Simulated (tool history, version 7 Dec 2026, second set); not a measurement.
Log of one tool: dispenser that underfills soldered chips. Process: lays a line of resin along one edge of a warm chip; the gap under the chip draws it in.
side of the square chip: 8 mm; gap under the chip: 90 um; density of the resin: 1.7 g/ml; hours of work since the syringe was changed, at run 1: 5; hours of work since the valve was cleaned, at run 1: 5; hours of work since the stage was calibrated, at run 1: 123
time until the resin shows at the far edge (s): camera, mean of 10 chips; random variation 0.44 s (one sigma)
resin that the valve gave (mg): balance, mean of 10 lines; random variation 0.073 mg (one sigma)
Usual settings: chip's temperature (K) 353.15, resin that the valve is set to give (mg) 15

| run | day | chip's temperature (K) | resin that the valve is set to give (mg) | hours of work since the syringe was changed | hours of work since the valve was cleaned | hours of work since the stage was calibrated | time until the resin shows at the far edge (s) | resin that the valve gave (mg) |
|---|---|---|---|---|---|---|---|---|
| 1 | 0 | 353.15 | 15 | 5 | 5 | 123 | 44 | 15.07 |
| 2 | 0.283 | 353.15 | 15 | 9 | 9 | 128 | 57.8 | 15.02 |
|  | 0.412 | new syringe of resin |
| 3 | 0.546 | 353.15 | 15 | 2 | 13 | 132 | 35.6 | 14.92 |
| 4 | 0.717 | 353.15 | 15 | 5 | 16 | 135 | 42 | 14.84 |
| 5 | 1.004 | 353.15 | 15 | 9 | 21 | 139 | 55.5 | 14.68 |
|  | 1.146 | new syringe of resin |
| 6 | 1.2 | 353.15 | 14.7 | 1 | 23 | 142 | 35.4 | 14.43 |
| 7 | 1.592 | 353.15 | 14.7 | 7 | 30 | 148 | 50.3 | 14.44 |
| 8 | 1.783 | 353.15 | 14.7 | 10 | 33 | 151 | 62.4 | 14.29 |
|  | 1.854 | new syringe of resin |
| 9 | 2.079 | 353.15 | 13.9 | 4 | 37 | 156 | 40.6 | 13.62 |
| 10 | 2.475 | 353.15 | 13.9 | 10 | 43 | 162 | 59.7 | 13.53 |
|  | 2.588 | new syringe of resin |
| 11 | 2.671 | 353.15 | 13.9 | 1 | 46 | 165 | 35.9 | 13.46 |
| 12 | 2.992 | 353.15 | 13.9 | 6 | 51 | 170 | 49.4 | 13.41 |
|  | 3.296 | new syringe of resin |
| 13 | 3.404 | 353.15 | 13.9 | 2 | 58 | 176 | 37.3 | 13.39 |
|  | 3.542 | dispensing valve cleaned and set on the balance |
| 14 | 3.729 | 353.15 | 13.9 | 6 | 3 | 181 | 48.3 | 13.82 |
| 15 | 3.967 | 353.15 | 17.3 | 10 | 7 | 185 | 57.9 | 17.26 |
|  | 4.046 | new syringe of resin |
| 16 | 4.362 | 353.15 | 17.3 | 5 | 13 | 191 | 43.2 | 16.99 |
| 17 | 4.696 | 353.15 | 17.3 | 10 | 18 | 196 | 58.8 | 17.1 |
|  | 4.767 | new syringe of resin |
| 18 | 4.892 | 353.15 | 17.3 | 2 | 21 | 199 | 35.2 | 17.03 |
| 19 | 5.233 | 353.15 | 17.3 | 7 | 26 | 204 | 50 | 16.98 |
|  | 5.488 | new syringe of resin |
| 20 | 5.654 | 359.15 | 14.4 | 3 | 33 | 211 | 29.8 | 13.99 |
| 21 | 5.883 | 363.15 | 19 | 6 | 36 | 214 | 30.6 | 18.63 |
| 22 | 6.1 | 363.15 | 19 | 10 | 40 | 218 | 37.9 | 18.68 |
|  | 6.2 | new syringe of resin |
| 23 | 6.358 | 366.15 | 17.8 | 3 | 44 | 222 | 21 | 17.22 |
| 24 | 6.638 | 345.15 | 16.1 | 7 | 48 | 226 | 68.3 | 15.69 |
|  | 6.921 | new syringe of resin |
| 25 | 6.996 | 345.15 | 16.1 | 1 | 54 | 231 | 47.4 | 15.52 |
| 26 | 7.196 | 344.15 | 14.3 | 4 | 57 | 235 | 63.5 | 13.69 |
|  | 7.4 | dispensing valve cleaned and set on the balance |
| 27 | 7.442 | 344.15 | 14.3 | 8 | 1 | 238 | 75.7 | 14.32 |
|  | 7.692 | new syringe of resin |
| 28 | 7.692 | 344.15 | 16.9 | 0 | 4 | 242 | 46.7 | 16.74 |
| 29 | 7.879 | 353.15 | 15 | 3 | 7 | 245 | 37.7 | 14.81 |
| 30 | 8.179 | 353.15 | 15 | 8 | 12 | 249 | 51.4 | 14.93 |
|  | 8.408 | new syringe of resin |
| 31 | 8.554 | 354.15 | 18.7 | 2 | 18 | 255 | 34 | 18.48 |
| 32 | 8.892 | 345.15 | 15.1 | 8 | 23 | 260 | 72.1 | 14.78 |
|  | 9.142 | new syringe of resin |
| 33 | 9.158 | 351.15 | 18.6 | 0 | 27 | 264 | 34.5 | 18.26 |
| 34 | 9.45 | 349.15 | 19.5 | 5 | 32 | 269 | 51.6 | 18.95 |
| 35 | 9.712 | 349.15 | 19.5 | 9 | 36 | 273 | 64.2 | 18.9 |
|  | 9.867 | new syringe of resin |
| 36 | 10.054 | 349.15 | 19.5 | 3 | 41 | 278 | 42.4 | 18.93 |
| 37 | 10.338 | 349.15 | 19.5 | 7 | 46 | 283 | 55.2 | 18.8 |

Forecast each of these 3 alternatives for the next run:
|  | 10.583 | new syringe of resin |
| A | 10.583 | 339.15 | 15 | 0 | 49 | 287 | ? | ? |
|  | 10.583 | new syringe of resin |
| B | 10.583 | 353.15 | 18.8 | 0 | 49 | 287 | ? | ? |
|  | 10.583 | new syringe of resin |
| C | 10.583 | 353.15 | 17.5 | 0 | 49 | 287 | ? | ? |

| run | time until the resin shows at the far edge (s) | resin that the valve gave (mg) |
|---|---|---|
| A | 60 | 14.64 |
| B | 31.9 | 18.17 |
| C | 31.2 | 16.83 |
Without the tool's hidden state the same runs would have given:
| run | time until the resin shows at the far edge (s) | resin that the valve gave (mg) |
|---|---|---|
| A | 62.1 | 15.19 |
| B | 33.1 | 18.86 |
| C | 32.3 | 17.48 |
